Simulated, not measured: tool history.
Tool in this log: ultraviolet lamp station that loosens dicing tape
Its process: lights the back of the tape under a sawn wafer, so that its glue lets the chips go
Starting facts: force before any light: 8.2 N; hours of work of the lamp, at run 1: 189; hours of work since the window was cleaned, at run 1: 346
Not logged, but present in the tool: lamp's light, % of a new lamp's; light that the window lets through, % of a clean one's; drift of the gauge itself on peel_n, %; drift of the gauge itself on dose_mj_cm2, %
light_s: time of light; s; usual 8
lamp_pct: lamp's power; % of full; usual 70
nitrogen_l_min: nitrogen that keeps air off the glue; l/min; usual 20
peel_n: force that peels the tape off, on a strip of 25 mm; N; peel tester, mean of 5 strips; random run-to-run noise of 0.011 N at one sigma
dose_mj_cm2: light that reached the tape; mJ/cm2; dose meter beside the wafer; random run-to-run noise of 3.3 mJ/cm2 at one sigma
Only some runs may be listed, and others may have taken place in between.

run    hour  light_s  lamp_pct  nitrogen_l_min  hours of work of the lamp  hours of work since the window was cleaned  peel_n  dose_mj_cm2
  1       0        8        70              20                        189                                         346    0.79          396
       15.1  -- window cleaned of glue's vapour
  2    46.4        8        70              20                        224                                          24   0.605          451
  3    94.3        8        70              20                        261                                          60   0.666          437
  4   131.7        8        70              20                        289                                          89   0.716          428
  5     208        8        70              20                        347                                         147   0.751          403
  6   258.2        8        70              35                        386                                         185   0.661          394
  7   301.1        8        70              35                        418                                         218   0.707          373
  8   376.4        8        70              35                        476                                         276   0.791          363
  9   436.2        8        61              35                        521                                         321   1.114          298
      481.6  -- window cleaned of glue's vapour
 10   490.4        8        61              35                        563                                           7   0.935          331
 11   537.4        8        61              35                        598                                          43   0.965          320
 12   604.4        8        70              20                        649                                          94   0.971          351
 13   658.6        8        70              20                        691                                         135   1.068          338
 14   696.6        6        70              20                        720                                         164   1.823          248
 15   751.9        6        70              20                        762                                         206   1.861          232
 16     818        8        70              20                        813                                         257   1.352          296
 17     849        8        70              20                        836                                         280   1.375          291
 18   917.2        8        70              20                        888                                         332   1.604          271
      932.2  -- lamp changed
      952.6  -- window cleaned of glue's vapour
 19   958.8        8        70              20                         20                                           5   0.491          511
 20  1005.4        8        70              20                         55                                          40   0.532          489
 21  1065.7        8        70              20                        102                                          86    0.56          473
 22    1110        8        70              20                        135                                         120   0.576          465
 23  1182.8       10        91              39                        191                                         176   0.268          717
 24  1219.9       10        68              39                        219                                         204   0.396          519
 25  1282.3        7        68              12                        267                                         252   1.274          351
 26  1341.9        7        68              12                        312                                         297   1.329          335
 27  1376.6        6        70              20                        339                                         324   1.423          289
     1418.8  -- window cleaned of glue's vapour
 28  1444.1       11        75              20                        390                                          19   0.352          617
 29  1484.4        8        72              35                        421                                          50   0.604          424
 30  1556.1        8        72              35                        475                                         105   0.634          399
 31  1605.8        4        79              20                        513                                         143    2.21          209
 32  1660.5        4        79              20                        555                                         184   2.351          206
 33  1692.1        8        79              22                        579                                         209   0.778          397
 34    1756       14        83              25                        628                                         257   0.294          695
 35  1824.2       14        83              25                        680                                         309   0.296          650
 36    1879        5        70              34                        722                                         351   2.256          190
     1883.9  -- window cleaned of glue's vapour
 37  1936.5        6        97              34                        765                                          40   0.848          350
 38  1995.3       15        68              34                        810                                          85   0.322          581
 39  2065.2       15        87              17                        864                                         138   0.304          711
 40    2098        9        61              11                        889                                         163   1.781          289
     2116.3  -- lamp changed
 41  2138.4        9        61              11                         17                                         193    0.82          461
 42  2170.4       14        61              26                         41                                         218   0.268          703
 43  2228.4       14        61              26                         86                                         262   0.287          680

Describe how what the log doesn't record of the tool's condition differs between the last listed run preceding each entry between runs and the first listed run following it.
After run 1, before run 2: window cleaned of glue's vapour (hour 15.1)
  lamp's light, % of a new lamp's: 91.3 -> 89.8; light that the window lets through, % of a clean one's: 85.9 -> 98.1
  measured minus no-state result, peel_n: +0.299 -> +0.132 N; dose_mj_cm2: -110 -> -61 mJ/cm2
After run 9, before run 10: window cleaned of glue's vapour (hour 481.6)
  lamp's light, % of a new lamp's: 76.9 -> 75.2; light that the window lets through, % of a clean one's: 87.2 -> 99.3
  measured minus no-state result, peel_n: +0.594 -> +0.404 N; dose_mj_cm2: -147 -> -114 mJ/cm2
After run 18, before run 19: lamp changed (hour 932.2); window cleaned of glue's vapour (hour 952.6)
  lamp's light, % of a new lamp's: 60.7 -> 99.2; light that the window lets through, % of a clean one's: 87.3 -> 99.8
  measured minus no-state result, peel_n: +1.102 -> +0.01 N; dose_mj_cm2: -242 -> -5 mJ/cm2
After run 27, before run 28: window cleaned of glue's vapour (hour 1418.8)
  lamp's light, % of a new lamp's: 85.1 -> 82.9; light that the window lets through, % of a clean one's: 88 -> 98.5
  measured minus no-state result, peel_n: +0.568 -> +0.082 N; dose_mj_cm2: -96 -> -138 mJ/cm2
After run 36, before run 37: window cleaned of glue's vapour (hour 1883.9)
  lamp's light, % of a new lamp's: 68.2 -> 66.4; light that the window lets through, % of a clean one's: 86.6 -> 98.4
  measured minus no-state result, peel_n: +1.253 -> +0.473 N; dose_mj_cm2: -132 -> -185 mJ/cm2
After run 40, before run 41: lamp changed (hour 2116.3)
  lamp's light, % of a new lamp's: 61 -> 99.2; light that the window lets through, % of a clean one's: 93.7 -> 92.6
  measured minus no-state result, peel_n: +1.111 -> +0.125 N; dose_mj_cm2: -215 -> -40 mJ/cm2

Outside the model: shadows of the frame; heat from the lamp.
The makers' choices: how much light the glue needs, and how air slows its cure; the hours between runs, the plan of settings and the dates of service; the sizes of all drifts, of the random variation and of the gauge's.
